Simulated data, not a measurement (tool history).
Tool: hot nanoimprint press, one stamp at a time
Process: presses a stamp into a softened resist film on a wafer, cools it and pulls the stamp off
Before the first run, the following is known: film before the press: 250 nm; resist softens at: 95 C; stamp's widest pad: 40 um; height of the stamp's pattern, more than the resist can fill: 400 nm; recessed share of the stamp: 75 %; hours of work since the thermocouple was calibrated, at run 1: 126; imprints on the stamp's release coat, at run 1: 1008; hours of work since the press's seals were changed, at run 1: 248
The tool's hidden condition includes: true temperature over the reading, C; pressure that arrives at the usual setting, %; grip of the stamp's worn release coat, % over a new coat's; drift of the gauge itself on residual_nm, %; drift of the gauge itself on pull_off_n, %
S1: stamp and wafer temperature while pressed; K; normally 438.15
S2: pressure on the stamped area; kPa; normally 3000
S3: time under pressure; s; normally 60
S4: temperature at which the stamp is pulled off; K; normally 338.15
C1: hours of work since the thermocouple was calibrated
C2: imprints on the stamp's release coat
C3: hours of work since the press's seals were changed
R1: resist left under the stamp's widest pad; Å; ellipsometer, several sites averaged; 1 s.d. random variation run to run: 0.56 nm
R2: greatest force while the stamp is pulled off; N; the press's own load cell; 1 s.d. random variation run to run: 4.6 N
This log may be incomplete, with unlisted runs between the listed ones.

{"run": 1, "hour": 0.0, "S1": 438.15, "S2": 3000, "S3": 60, "S4": 338.15, "C1": 126, "C2": 1008, "C3": 248, "R1": 1379, "R2": 299}
{"run": 2, "hour": 39.2, "S1": 438.15, "S2": 3000, "S3": 42, "S4": 338.15, "C1": 143, "C2": 1078, "C3": 265, "R1": 1542, "R2": 309}
{"run": 3, "hour": 85.2, "S1": 438.15, "S2": 3000, "S3": 42, "S4": 338.15, "C1": 163, "C2": 1161, "C3": 285, "R1": 1542, "R2": 319}
{"run": 4, "hour": 140.3, "S1": 438.15, "S2": 3000, "S3": 42, "S4": 338.15, "C1": 188, "C2": 1260, "C3": 310, "R1": 1546, "R2": 326}
{"run": 5, "hour": 212.3, "S1": 438.15, "S2": 3000, "S3": 84, "S4": 338.15, "C1": 219, "C2": 1389, "C3": 341, "R1": 1249, "R2": 349}
{"run": 6, "hour": 255.7, "S1": 438.15, "S2": 3000, "S3": 51, "S4": 338.15, "C1": 238, "C2": 1467, "C3": 361, "R1": 1474, "R2": 342}
{"run": 7, "hour": 351.5, "S1": 438.15, "S2": 3000, "S3": 60, "S4": 338.15, "C1": 281, "C2": 1638, "C3": 403, "R1": 1420, "R2": 363}
{"run": 8, "hour": 398.7, "S1": 438.15, "S2": 2810, "S3": 60, "S4": 338.15, "C1": 301, "C2": 1723, "C3": 424, "R1": 1453, "R2": 371}
{"run": 9, "hour": 439.5, "S1": 438.15, "S2": 3000, "S3": 53, "S4": 338.15, "C1": 319, "C2": 1796, "C3": 442, "R1": 1458, "R2": 375}
{"hour": 458.6, "done": "stamp cleaned and given a new release coat"}
{"run": 10, "hour": 492.3, "S1": 438.15, "S2": 3000, "S3": 60, "S4": 338.15, "C1": 340, "C2": 61, "C3": 462, "R1": 1421, "R2": 232}
{"run": 11, "hour": 576.8, "S1": 438.15, "S2": 3000, "S3": 60, "S4": 338.15, "C1": 377, "C2": 212, "C3": 500, "R1": 1433, "R2": 241}
{"run": 12, "hour": 671.6, "S1": 438.15, "S2": 3000, "S3": 60, "S4": 326.15, "C1": 419, "C2": 382, "C3": 541, "R1": 1431, "R2": 281}
{"run": 13, "hour": 746.4, "S1": 430.15, "S2": 3000, "S3": 60, "S4": 338.15, "C1": 452, "C2": 516, "C3": 574, "R1": 1899, "R2": 261}
{"run": 14, "hour": 821.3, "S1": 430.15, "S2": 3000, "S3": 60, "S4": 338.15, "C1": 485, "C2": 650, "C3": 607, "R1": 1888, "R2": 285}
{"run": 15, "hour": 862.5, "S1": 446.15, "S2": 2100, "S3": 62, "S4": 329.15, "C1": 503, "C2": 724, "C3": 625, "R1": 1242, "R2": 311}
{"hour": 873.8, "done": "plate thermocouple calibrated"}
{"run": 16, "hour": 943.8, "S1": 446.15, "S2": 4270, "S3": 55, "S4": 329.15, "C1": 31, "C2": 865, "C3": 660, "R1": 875, "R2": 318}
{"run": 17, "hour": 1039.8, "S1": 438.15, "S2": 3000, "S3": 38, "S4": 345.15, "C1": 73, "C2": 1037, "C3": 702, "R1": 1578, "R2": 283}
{"run": 18, "hour": 1113.7, "S1": 438.15, "S2": 3000, "S3": 38, "S4": 345.15, "C1": 106, "C2": 1169, "C3": 735, "R1": 1572, "R2": 301}
{"run": 19, "hour": 1180.3, "S1": 438.15, "S2": 2030, "S3": 51, "S4": 337.15, "C1": 135, "C2": 1288, "C3": 764, "R1": 1661, "R2": 330}
{"run": 20, "hour": 1227.4, "S1": 438.15, "S2": 2030, "S3": 51, "S4": 337.15, "C1": 156, "C2": 1373, "C3": 785, "R1": 1669, "R2": 328}
{"run": 21, "hour": 1305.9, "S1": 434.15, "S2": 3000, "S3": 60, "S4": 341.15, "C1": 190, "C2": 1514, "C3": 820, "R1": 1603, "R2": 339}
{"run": 22, "hour": 1355.3, "S1": 434.15, "S2": 3000, "S3": 31, "S4": 339.15, "C1": 212, "C2": 1602, "C3": 841, "R1": 1886, "R2": 340}
{"hour": 1460.4, "done": "press's hydraulic seals changed and the load cell set to zero"}
{"run": 23, "hour": 1460.5, "S1": 441.15, "S2": 3010, "S3": 55, "S4": 338.15, "C1": 255, "C2": 1776, "C3": 0, "R1": 1242, "R2": 374}
{"hour": 1491.4, "done": "stamp cleaned and given a new release coat"}
{"run": 24, "hour": 1553.9, "S1": 449.15, "S2": 3010, "S3": 114, "S4": 338.15, "C1": 294, "C2": 112, "C3": 39, "R1": 682, "R2": 239}
{"run": 25, "hour": 1640.2, "S1": 447.15, "S2": 2130, "S3": 60, "S4": 338.15, "C1": 332, "C2": 267, "C3": 77, "R1": 1139, "R2": 254}

Below are 3 alternative next runs, each starting from the tool's condition after run 25. Predict each:
{"run": "A", "hour": 1736.4, "S1": 447.15, "S2": 3210, "S3": 60, "S4": 338.15, "C1": 374, "C2": 439, "C3": 119, "R1": "?", "R2": "?"}
{"run": "B", "hour": 1736.4, "S1": 431.15, "S2": 4060, "S3": 114, "S4": 338.15, "C1": 374, "C2": 439, "C3": 119, "R1": "?", "R2": "?"}
{"run": "C", "hour": 1736.4, "S1": 446.15, "S2": 2130, "S3": 60, "S4": 343.15, "C1": 374, "C2": 439, "C3": 119, "R1": "?", "R2": "?"}

run=A R1=936 R2=252
run=B R1=1312 R2=260
run=C R1=1180 R2=237
Had the tool no hidden state, the same runs would have come out as:
run=A R1=894 R2=218
run=B R1=1245 R2=224
run=C R1=1132 R2=205
